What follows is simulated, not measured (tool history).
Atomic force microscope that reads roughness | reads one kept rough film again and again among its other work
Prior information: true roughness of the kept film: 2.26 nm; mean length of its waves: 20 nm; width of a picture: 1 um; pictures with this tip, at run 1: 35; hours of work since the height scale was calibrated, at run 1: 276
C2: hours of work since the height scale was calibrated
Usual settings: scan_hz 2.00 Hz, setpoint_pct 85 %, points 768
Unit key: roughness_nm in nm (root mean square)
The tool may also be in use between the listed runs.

run 1 hour=0.0 | scan_hz=2.00 setpoint_pct=85 points=768 | pictures_with_this_tip=35 C2=276 | roughness_nm=1.412
run 2 hour=12.4 | scan_hz=2.00 setpoint_pct=85 points=768 | pictures_with_this_tip=52 C2=282 | roughness_nm=1.359
run 3 hour=34.3 | scan_hz=2.00 setpoint_pct=85 points=768 | pictures_with_this_tip=83 C2=291 | roughness_nm=1.290
run 4 hour=52.5 | scan_hz=2.00 setpoint_pct=85 points=768 | pictures_with_this_tip=109 C2=299 | roughness_nm=1.221
run 5 hour=76.6 | scan_hz=0.94 setpoint_pct=85 points=768 | pictures_with_this_tip=144 C2=310 | roughness_nm=1.247
run 6 hour=88.7 | scan_hz=1.52 setpoint_pct=85 points=768 | pictures_with_this_tip=161 C2=315 | roughness_nm=1.168
run 7 hour=104.2 | scan_hz=1.52 setpoint_pct=85 points=768 | pictures_with_this_tip=183 C2=322 | roughness_nm=1.115
run 8 hour=123.1 | scan_hz=0.64 setpoint_pct=85 points=768 | pictures_with_this_tip=210 C2=330 | roughness_nm=1.163
run 9 hour=140.4 | scan_hz=0.64 setpoint_pct=85 points=768 | pictures_with_this_tip=234 C2=337 | roughness_nm=1.111
run 10 hour=157.5 | scan_hz=2.00 setpoint_pct=79 points=768 | pictures_with_this_tip=259 C2=345 | roughness_nm=1.012
run 11 hour=176.1 | scan_hz=2.00 setpoint_pct=85 points=322 | pictures_with_this_tip=285 C2=353 | roughness_nm=0.919
-- hour=191.3 new tip fitted
run 12 hour=191.3 | scan_hz=2.00 setpoint_pct=85 points=372 | pictures_with_this_tip=0 C2=359 | roughness_nm=1.537
run 13 hour=206.4 | scan_hz=2.00 setpoint_pct=85 points=768 | pictures_with_this_tip=22 C2=366 | roughness_nm=1.471
run 14 hour=226.2 | scan_hz=0.54 setpoint_pct=85 points=768 | pictures_with_this_tip=50 C2=374 | roughness_nm=1.586
run 15 hour=247.7 | scan_hz=0.54 setpoint_pct=85 points=768 | pictures_with_this_tip=81 C2=384 | roughness_nm=1.499
run 16 hour=268.1 | scan_hz=0.57 setpoint_pct=85 points=768 | pictures_with_this_tip=110 C2=393 | roughness_nm=1.413
run 17 hour=292.0 | scan_hz=2.00 setpoint_pct=85 points=768 | pictures_with_this_tip=144 C2=403 | roughness_nm=1.180
run 18 hour=304.6 | scan_hz=2.00 setpoint_pct=85 points=768 | pictures_with_this_tip=162 C2=409 | roughness_nm=1.148
run 19 hour=323.0 | scan_hz=3.05 setpoint_pct=85 points=768 | pictures_with_this_tip=188 C2=417 | roughness_nm=1.020
run 20 hour=343.0 | scan_hz=3.05 setpoint_pct=85 points=768 | pictures_with_this_tip=216 C2=425 | roughness_nm=0.972
run 21 hour=362.7 | scan_hz=3.05 setpoint_pct=85 points=768 | pictures_with_this_tip=244 C2=434 | roughness_nm=0.935
run 22 hour=380.6 | scan_hz=3.05 setpoint_pct=85 points=768 | pictures_with_this_tip=270 C2=442 | roughness_nm=0.901
run 23 hour=391.8 | scan_hz=3.05 setpoint_pct=85 points=768 | pictures_with_this_tip=286 C2=446 | roughness_nm=0.880
-- hour=407.5 new tip fitted
run 24 hour=411.9 | scan_hz=3.05 setpoint_pct=85 points=768 | pictures_with_this_tip=7 C2=455 | roughness_nm=1.407
run 25 hour=423.2 | scan_hz=3.05 setpoint_pct=85 points=768 | pictures_with_this_tip=23 C2=460 | roughness_nm=1.361
run 26 hour=435.1 | scan_hz=3.05 setpoint_pct=85 points=291 | pictures_with_this_tip=40 C2=465 | roughness_nm=1.283
run 27 hour=452.9 | scan_hz=3.05 setpoint_pct=85 points=291 | pictures_with_this_tip=65 C2=473 | roughness_nm=1.205
run 28 hour=474.9 | scan_hz=2.14 setpoint_pct=68 points=492 | pictures_with_this_tip=97 C2=482 | roughness_nm=1.375
run 29 hour=493.1 | scan_hz=1.83 setpoint_pct=68 points=492 | pictures_with_this_tip=123 C2=490 | roughness_nm=1.327
run 30 hour=506.1 | scan_hz=1.83 setpoint_pct=68 points=492 | pictures_with_this_tip=141 C2=496 | roughness_nm=1.289
run 31 hour=524.0 | scan_hz=2.00 setpoint_pct=63 points=942 | pictures_with_this_tip=167 C2=504 | roughness_nm=1.268
run 32 hour=546.2 | scan_hz=2.00 setpoint_pct=63 points=942 | pictures_with_this_tip=198 C2=513 | roughness_nm=1.187
run 33 hour=564.1 | scan_hz=2.00 setpoint_pct=85 points=511 | pictures_with_this_tip=224 C2=521 | roughness_nm=1.019
run 34 hour=581.1 | scan_hz=2.69 setpoint_pct=85 points=848 | pictures_with_this_tip=248 C2=528 | roughness_nm=0.921
run 35 hour=606.8 | scan_hz=0.93 setpoint_pct=85 points=714 | pictures_with_this_tip=284 C2=540 | roughness_nm=1.017
-- hour=622.5 new tip fitted
run 36 hour=623.2 | scan_hz=3.63 setpoint_pct=67 points=534 | pictures_with_this_tip=1 C2=546 | roughness_nm=1.595
run 37 hour=640.8 | scan_hz=1.88 setpoint_pct=60 points=814 | pictures_with_this_tip=26 C2=554 | roughness_nm=1.628
run 38 hour=654.3 | scan_hz=1.11 setpoint_pct=85 points=801 | pictures_with_this_tip=45 C2=560 | roughness_nm=1.508
run 39 hour=664.9 | scan_hz=0.78 setpoint_pct=72 points=283 | pictures_with_this_tip=61 C2=565 | roughness_nm=1.519
run 40 hour=682.4 | scan_hz=1.63 setpoint_pct=72 points=506 | pictures_with_this_tip=85 C2=572 | roughness_nm=1.426
run 41 hour=694.7 | scan_hz=1.46 setpoint_pct=67 points=506 | pictures_with_this_tip=103 C2=577 | roughness_nm=1.422
run 42 hour=712.1 | scan_hz=1.46 setpoint_pct=56 points=506 | pictures_with_this_tip=128 C2=585 | roughness_nm=1.385
run 43 hour=735.9 | scan_hz=1.69 setpoint_pct=56 points=729 | pictures_with_this_tip=162 C2=595 | roughness_nm=1.301
run 44 hour=759.8 | scan_hz=1.69 setpoint_pct=56 points=729 | pictures_with_this_tip=196 C2=606 | roughness_nm=1.240
run 45 hour=777.5 | scan_hz=1.76 setpoint_pct=60 points=350 | pictures_with_this_tip=221 C2=613 | roughness_nm=1.162
run 46 hour=789.9 | scan_hz=0.54 setpoint_pct=62 points=335 | pictures_with_this_tip=238 C2=619 | roughness_nm=1.167
run 47 hour=808.4 | scan_hz=2.74 setpoint_pct=62 points=335 | pictures_with_this_tip=265 C2=627 | roughness_nm=1.063
run 48 hour=823.0 | scan_hz=0.87 setpoint_pct=88 points=491 | pictures_with_this_tip=286 C2=633 | roughness_nm=1.021
-- hour=839.4 new tip fitted
run 49 hour=845.2 | scan_hz=2.00 setpoint_pct=85 points=767 | pictures_with_this_tip=9 C2=643 | roughness_nm=1.510
run 50 hour=859.7 | scan_hz=1.53 setpoint_pct=90 points=768 | pictures_with_this_tip=29 C2=649 | roughness_nm=1.463
run 51 hour=883.9 | scan_hz=1.53 setpoint_pct=90 points=768 | pictures_with_this_tip=64 C2=659 | roughness_nm=1.356
run 52 hour=903.9 | scan_hz=0.74 setpoint_pct=56 points=371 | pictures_with_this_tip=92 C2=668 | roughness_nm=1.468

Alternative continuations, all from the tool just after run 52; predict every row:
run A hour=917.9 | scan_hz=3.79 setpoint_pct=70 points=371 | pictures_with_this_tip=112 C2=674 | roughness_nm=?
run B hour=917.9 | scan_hz=2.00 setpoint_pct=63 points=514 | pictures_with_this_tip=112 C2=674 | roughness_nm=?
run C hour=917.9 | scan_hz=1.73 setpoint_pct=85 points=257 | pictures_with_this_tip=112 C2=674 | roughness_nm=?
run D hour=917.9 | scan_hz=3.88 setpoint_pct=56 points=350 | pictures_with_this_tip=112 C2=674 | roughness_nm=?

run=A roughness_nm=1.247
run=B roughness_nm=1.383
run=C roughness_nm=1.234
run=D roughness_nm=1.357
Without the tool's unlogged condition, the same runs would have read:
run=A roughness_nm=1.567
run=B roughness_nm=1.739
run=C roughness_nm=1.549
run=D roughness_nm=1.703

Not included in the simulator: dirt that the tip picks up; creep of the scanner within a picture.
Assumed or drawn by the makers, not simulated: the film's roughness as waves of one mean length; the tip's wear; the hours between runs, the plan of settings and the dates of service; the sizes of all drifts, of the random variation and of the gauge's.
